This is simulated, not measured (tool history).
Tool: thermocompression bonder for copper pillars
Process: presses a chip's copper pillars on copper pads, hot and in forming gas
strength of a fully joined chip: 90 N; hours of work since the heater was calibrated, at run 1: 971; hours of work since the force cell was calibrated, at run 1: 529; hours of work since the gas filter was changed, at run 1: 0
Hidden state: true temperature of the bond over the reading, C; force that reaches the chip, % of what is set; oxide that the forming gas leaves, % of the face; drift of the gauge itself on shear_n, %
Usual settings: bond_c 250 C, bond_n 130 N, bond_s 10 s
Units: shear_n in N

run   hour  bond_c  bond_n  bond_s  hours of work since the heater was calibrated  hours of work since the force cell was calibrated  hours of work since the gas filter was changed  shear_n
  1      0     250     130      10                                            971                                                529                                               0       36
  2   64.6     250     130      10                                           1002                                                560                                              31     34.9
  3  113.6     250     130      10                                           1025                                                583                                              54     35.3
     119.9  -- heater calibrated with a thermocouple chip
  4  166.6     250     130      10                                             22                                                607                                              78     31.4
  5  198.9     250     130      10                                             37                                                622                                              93     32.6
  6  257.7     275     130      10                                             65                                                650                                             121     41.2
  7  317.3     250     130      10                                             94                                                679                                             149     31.1
     323.7  -- force cell calibrated
  8  369.8     247     186      18                                            118                                                 22                                             174     49.1
  9  410.2     247     186      18                                            137                                                 41                                             193     48.6
 10  457.4     247     128      10                                            159                                                 63                                             215     28.1
     510.1  -- force cell calibrated, once more
     510.6  -- forming gas filter changed
 11  522.4     250     129      10                                            189                                                  6                                               6     35.8
 12  573.8     256      88      11                                            214                                                 30                                              30     26.8
 13  622.7     250     195      24                                            237                                                 53                                              53     64.5

Forecast each of these 5 alternatives for the next run:
  A  673.3     224     175      26                                            261                                                 77                                              77        ?
  B  673.3     246      87      24                                            261                                                 77                                              77        ?
  C  673.3     276      81       9                                            261                                                 77                                              77        ?
  D  673.3     242     195      24                                            261                                                 77                                              77        ?
  E  673.3     234     124       6                                            261                                                 77                                              77        ?

run  shear_n
  A     47.9
  B     31.3
  C     28.3
  D     59.7
  E     21.3
Without the tool's hidden state the same runs would have given:
run  shear_n
  A     48.6
  B     31.7
  C     28.8
  D     60.7
  E     21.6

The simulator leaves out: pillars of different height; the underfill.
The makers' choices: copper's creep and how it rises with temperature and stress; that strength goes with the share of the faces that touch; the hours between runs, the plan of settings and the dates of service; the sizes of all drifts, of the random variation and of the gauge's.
